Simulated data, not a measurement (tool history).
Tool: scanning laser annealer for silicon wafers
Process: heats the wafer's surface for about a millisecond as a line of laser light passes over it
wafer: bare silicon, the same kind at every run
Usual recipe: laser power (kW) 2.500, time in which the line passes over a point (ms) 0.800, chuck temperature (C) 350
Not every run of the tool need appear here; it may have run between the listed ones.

run   hour  laser power (kW)  time in which the line passes over a point (ms)  chuck temperature (C)  highest temperature of the surface (C)
  1    0.0             2.500                                            0.800                    350                                    1130
  2   12.0             2.500                                            0.800                    350                                    1128
  3   32.2             2.472                                            0.800                    350                                    1120
  4   52.0             2.472                                            0.800                    350                                    1117
  5   71.5             2.472                                            0.800                    350                                    1120
  6   91.3             2.472                                            0.800                    350                                    1118
  7  106.5             2.500                                            0.821                    350                                    1139
  8  121.7             2.500                                            0.821                    350                                    1136
  9  135.2             2.500                                            0.800                    314                                    1090
 10  150.9             2.500                                            0.800                    314                                    1088
 11  160.5             2.500                                            0.800                    347                                    1120
 12  170.6             2.500                                            0.800                    347                                    1123
 13  186.1             2.500                                            0.800                    350                                    1121
 14  204.0             2.500                                            0.800                    350                                    1127
 15  217.5             2.175                                            0.800                    350                                    1029
 16  238.1             2.500                                            0.800                    350                                    1125
 17  251.1             2.500                                            0.800                    350                                    1122
 18  261.2             2.190                                            0.800                    350                                    1036
 19  275.3             2.418                                            0.800                    350                                    1098
 20  294.9             2.386                                            0.667                    350                                    1018
 21  304.4             2.386                                            0.667                    350                                    1013
 22  320.5             2.386                                            0.667                    350                                    1016
 23  331.9             2.435                                            0.756                    313                                    1042
 24  347.1             2.435                                            0.756                    313                                    1040
     364.4  -- window over the wafer cleaned
 25  364.4             2.357                                            0.593                    344                                     975
 26  377.6             2.127                                            0.679                    356                                     977
 27  395.2             2.127                                            0.679                    356                                     975
 28  406.4             2.127                                            0.679                    356                                     977
 29  416.9             2.500                                            0.581                    312                                     971
 30  435.7             2.500                                            0.683                    310                                    1033
 31  450.8             2.500                                            0.683                    332                                    1055
 32  466.1             2.500                                            0.768                    349                                    1116

Forecast run 33:
 33  481.8             2.346                                            0.989                    349                                       ?

highest temperature of the surface (C): 1186
If the tool had no hidden condition, the same run with the same run-to-run variation would have returned highest temperature of the surface (C) 1196.
